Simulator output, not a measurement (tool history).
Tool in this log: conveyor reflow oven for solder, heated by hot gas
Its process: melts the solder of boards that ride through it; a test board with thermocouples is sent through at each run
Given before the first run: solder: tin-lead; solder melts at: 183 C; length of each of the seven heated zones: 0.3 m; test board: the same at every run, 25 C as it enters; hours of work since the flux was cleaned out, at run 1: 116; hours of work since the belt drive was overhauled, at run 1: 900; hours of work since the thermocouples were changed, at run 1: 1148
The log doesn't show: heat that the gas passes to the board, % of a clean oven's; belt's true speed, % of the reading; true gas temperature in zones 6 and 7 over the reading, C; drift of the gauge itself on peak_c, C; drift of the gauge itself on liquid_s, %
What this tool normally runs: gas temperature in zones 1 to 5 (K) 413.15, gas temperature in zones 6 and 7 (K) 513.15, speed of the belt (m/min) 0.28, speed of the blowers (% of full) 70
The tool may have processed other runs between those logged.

| run | day | gas temperature in zones 1 to 5 (K) | gas temperature in zones 6 and 7 (K) | speed of the belt (m/min) | speed of the blowers (% of full) | hours of work since the flux was cleaned out | hours of work since the belt drive was overhauled | hours of work since the thermocouples were changed | highest temperature of the board (K) | time above the solder's melting point (s) |
|---|---|---|---|---|---|---|---|---|---|---|
| 1 | 0 | 413.15 | 513.15 | 0.28 | 70 | 116 | 900 | 1148 | 499.05 | 109.5 |
| 2 | 3.008 | 413.15 | 513.15 | 0.28 | 70 | 153 | 937 | 1184 | 498.75 | 109.4 |
|  | 4.133 | thermocouples of zones 6 and 7 changed |
| 3 | 4.95 | 413.15 | 513.15 | 0.28 | 70 | 175 | 959 | 10 | 501.15 | 112 |
|  | 6.633 | flux residue cleaned out of gas plates and filters |
| 4 | 8.496 | 408.15 | 513.15 | 0.28 | 70 | 23 | 1000 | 51 | 500.85 | 109 |
| 5 | 11.867 | 410.15 | 513.15 | 0.28 | 70 | 64 | 1042 | 92 | 500.65 | 110.1 |
| 6 | 14.133 | 410.15 | 513.15 | 0.28 | 70 | 92 | 1070 | 120 | 500.65 | 110 |
| 7 | 15.996 | 410.15 | 513.15 | 0.28 | 70 | 115 | 1092 | 143 | 500.55 | 109.8 |
| 8 | 19.438 | 410.15 | 513.15 | 0.28 | 70 | 157 | 1135 | 185 | 500.35 | 109.8 |
|  | 22.596 | flux residue cleaned out of gas plates and filters |
| 9 | 22.875 | 410.15 | 506.15 | 0.28 | 70 | 3 | 1174 | 225 | 494.85 | 104.6 |
|  | 23.358 | belt drive overhauled, speed set with a stopwatch |
| 10 | 26.775 | 410.15 | 506.15 | 0.28 | 70 | 49 | 42 | 271 | 495.05 | 105.3 |
| 11 | 30.158 | 410.15 | 506.15 | 0.28 | 70 | 91 | 83 | 312 | 494.35 | 105.2 |
| 12 | 32.658 | 410.15 | 506.15 | 0.28 | 70 | 121 | 114 | 343 | 494.25 | 105 |
| 13 | 34.954 | 410.15 | 506.15 | 0.28 | 70 | 150 | 142 | 371 | 493.85 | 104.8 |
| 14 | 37.092 | 410.15 | 516.15 | 0.28 | 70 | 176 | 169 | 397 | 503.45 | 113.4 |
|  | 38.996 | flux residue cleaned out of gas plates and filters |
| 15 | 40.625 | 410.15 | 516.15 | 0.28 | 70 | 20 | 209 | 438 | 503.95 | 114.3 |
|  | 43.029 | belt drive overhauled, speed set with a stopwatch, once more |
| 16 | 44.829 | 410.15 | 516.15 | 0.28 | 70 | 70 | 22 | 488 | 502.65 | 110 |
| 17 | 48.271 | 420.15 | 502.15 | 0.28 | 70 | 112 | 64 | 530 | 490.95 | 104.9 |

Forecast each of these 5 alternatives for the next run:
| A | 50.2 | 413.15 | 513.15 | 0.246 | 70 | 136 | 88 | 554 | ? | ? |
| B | 50.2 | 413.15 | 513.15 | 0.277 | 64 | 136 | 88 | 554 | ? | ? |
| C | 50.2 | 417.15 | 502.15 | 0.28 | 70 | 136 | 88 | 554 | ? | ? |
| D | 50.2 | 417.15 | 513.15 | 0.28 | 63 | 136 | 88 | 554 | ? | ? |
| E | 50.2 | 413.15 | 508.15 | 0.28 | 70 | 136 | 88 | 554 | ? | ? |

| run | highest temperature of the board (K) | time above the solder's melting point (s) |
|---|---|---|
| A | 503.25 | 128.7 |
| B | 499.25 | 109.6 |
| C | 490.55 | 102.1 |
| D | 499.45 | 111.2 |
| E | 495.45 | 104.8 |
Had the tool no hidden state, the same runs would have come out as:
| run | highest temperature of the board (K) | time above the solder's melting point (s) |
|---|---|---|
| A | 504.55 | 130 |
| B | 500.65 | 111 |
| C | 491.85 | 103.8 |
| D | 500.85 | 112.6 |
| E | 496.85 | 106.4 |
